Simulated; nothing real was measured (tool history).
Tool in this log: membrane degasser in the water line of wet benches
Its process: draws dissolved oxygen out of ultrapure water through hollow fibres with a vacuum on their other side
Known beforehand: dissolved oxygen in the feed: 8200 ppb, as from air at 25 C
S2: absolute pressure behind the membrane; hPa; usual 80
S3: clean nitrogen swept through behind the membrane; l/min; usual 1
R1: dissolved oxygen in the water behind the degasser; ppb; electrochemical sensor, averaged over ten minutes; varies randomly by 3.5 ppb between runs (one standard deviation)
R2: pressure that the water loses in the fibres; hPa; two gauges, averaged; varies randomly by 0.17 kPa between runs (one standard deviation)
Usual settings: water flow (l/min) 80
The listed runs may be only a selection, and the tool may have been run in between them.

{"run": 1, "hour": 0.0, "water flow (l/min)": 80, "S2": 80, "S3": 1, "R1": 637.7, "R2": 277.6}
{"run": 2, "hour": 113.0, "water flow (l/min)": 80, "S2": 80, "S3": 1, "R1": 642.6, "R2": 275.5}
{"run": 3, "hour": 239.5, "water flow (l/min)": 80, "S2": 80, "S3": 1, "R1": 639.5, "R2": 277.1}
{"run": 4, "hour": 447.6, "water flow (l/min)": 80, "S2": 80, "S3": 1, "R1": 634.6, "R2": 280.9}
{"run": 5, "hour": 654.7, "water flow (l/min)": 80, "S2": 80, "S3": 1, "R1": 633.8, "R2": 275.6}
{"run": 6, "hour": 819.4, "water flow (l/min)": 80, "S2": 80, "S3": 1, "R1": 645.4, "R2": 277.1}
{"run": 7, "hour": 940.8, "water flow (l/min)": 80, "S2": 80, "S3": 1, "R1": 641.4, "R2": 278.7}
{"run": 8, "hour": 1121.2, "water flow (l/min)": 80, "S2": 80, "S3": 1, "R1": 638.4, "R2": 279.5}
{"run": 9, "hour": 1226.8, "water flow (l/min)": 80, "S2": 80, "S3": 1, "R1": 645.6, "R2": 278.3}
{"run": 10, "hour": 1349.2, "water flow (l/min)": 80, "S2": 80, "S3": 1, "R1": 645.4, "R2": 279.3}
{"run": 11, "hour": 1510.7, "water flow (l/min)": 80, "S2": 80, "S3": 1, "R1": 647.8, "R2": 280.4}
{"hour": 1523.9, "done": "vacuum gauge calibrated"}
{"run": 12, "hour": 1669.3, "water flow (l/min)": 80, "S2": 80, "S3": 1, "R1": 649.3, "R2": 279}
{"run": 13, "hour": 1817.6, "water flow (l/min)": 80, "S2": 80, "S3": 1, "R1": 656.2, "R2": 280.4}
{"run": 14, "hour": 1926.2, "water flow (l/min)": 80, "S2": 80, "S3": 1, "R1": 654.3, "R2": 283.1}
{"run": 15, "hour": 2017.5, "water flow (l/min)": 80, "S2": 80, "S3": 1, "R1": 650.1, "R2": 283.3}
{"run": 16, "hour": 2217.4, "water flow (l/min)": 80, "S2": 80, "S3": 0.51, "R1": 952.1, "R2": 283.5}
{"run": 17, "hour": 2337.1, "water flow (l/min)": 80, "S2": 61.4, "S3": 0.51, "R1": 626.2, "R2": 281.8}
{"run": 18, "hour": 2441.4, "water flow (l/min)": 80, "S2": 106.9, "S3": 0.74, "R1": 1153.2, "R2": 282.3}
{"run": 19, "hour": 2551.0, "water flow (l/min)": 80, "S2": 106.9, "S3": 0.74, "R1": 1156.9, "R2": 285.9}
{"hour": 2605.1, "done": "vacuum gauge calibrated, once more"}
{"run": 20, "hour": 2708.7, "water flow (l/min)": 52, "S2": 77.9, "S3": 1.36, "R1": 348.9, "R2": 185.6}
{"run": 21, "hour": 2806.3, "water flow (l/min)": 52, "S2": 77.9, "S3": 1.36, "R1": 344.2, "R2": 186.3}
{"run": 22, "hour": 2893.0, "water flow (l/min)": 113, "S2": 70.6, "S3": 0.58, "R1": 846.4, "R2": 402.4}
{"run": 23, "hour": 2980.1, "water flow (l/min)": 113, "S2": 70.6, "S3": 0.58, "R1": 846.1, "R2": 401.9}
{"run": 24, "hour": 3126.3, "water flow (l/min)": 66, "S2": 142.4, "S3": 1, "R1": 1174.3, "R2": 233.2}
{"run": 25, "hour": 3265.0, "water flow (l/min)": 58, "S2": 142.4, "S3": 0.52, "R1": 1580, "R2": 207.4}
{"run": 26, "hour": 3349.9, "water flow (l/min)": 69, "S2": 67.4, "S3": 1.84, "R1": 278.4, "R2": 243.8}
{"run": 27, "hour": 3519.4, "water flow (l/min)": 86, "S2": 48.6, "S3": 1.34, "R1": 218.4, "R2": 305.6}
{"run": 28, "hour": 3721.1, "water flow (l/min)": 123, "S2": 69.7, "S3": 0.56, "R1": 892.2, "R2": 438.8}
{"run": 29, "hour": 3845.9, "water flow (l/min)": 123, "S2": 69.7, "S3": 1.08, "R1": 663, "R2": 442.4}
{"hour": 3884.8, "done": "membrane cartridge changed"}
{"run": 30, "hour": 4001.9, "water flow (l/min)": 123, "S2": 65.3, "S3": 1.08, "R1": 574.3, "R2": 394}
{"run": 31, "hour": 4105.4, "water flow (l/min)": 58, "S2": 193.1, "S3": 2.49, "R1": 758.3, "R2": 186}

Each row is a separate what-if for the run after 31, all from the same tool condition, not one after another. Results?
{"run": "A", "hour": 4311.8, "water flow (l/min)": 116, "S2": 107.4, "S3": 1.63, "R1": "?", "R2": "?"}
{"run": "B", "hour": 4311.8, "water flow (l/min)": 80, "S2": 80.9, "S3": 1, "R1": "?", "R2": "?"}
{"run": "C", "hour": 4311.8, "water flow (l/min)": 108, "S2": 193.1, "S3": 0.67, "R1": "?", "R2": "?"}

run=A R1=901.4 R2=371.9
run=B R1=637.9 R2=257.7
run=C R1=2658.7 R2=345.1
With the hidden condition removed and each run's random variation left untouched, the same runs would have given:
run=A R1=899.4 R2=370.4
run=B R1=636.3 R2=256.7
run=C R1=2661.1 R2=343.8
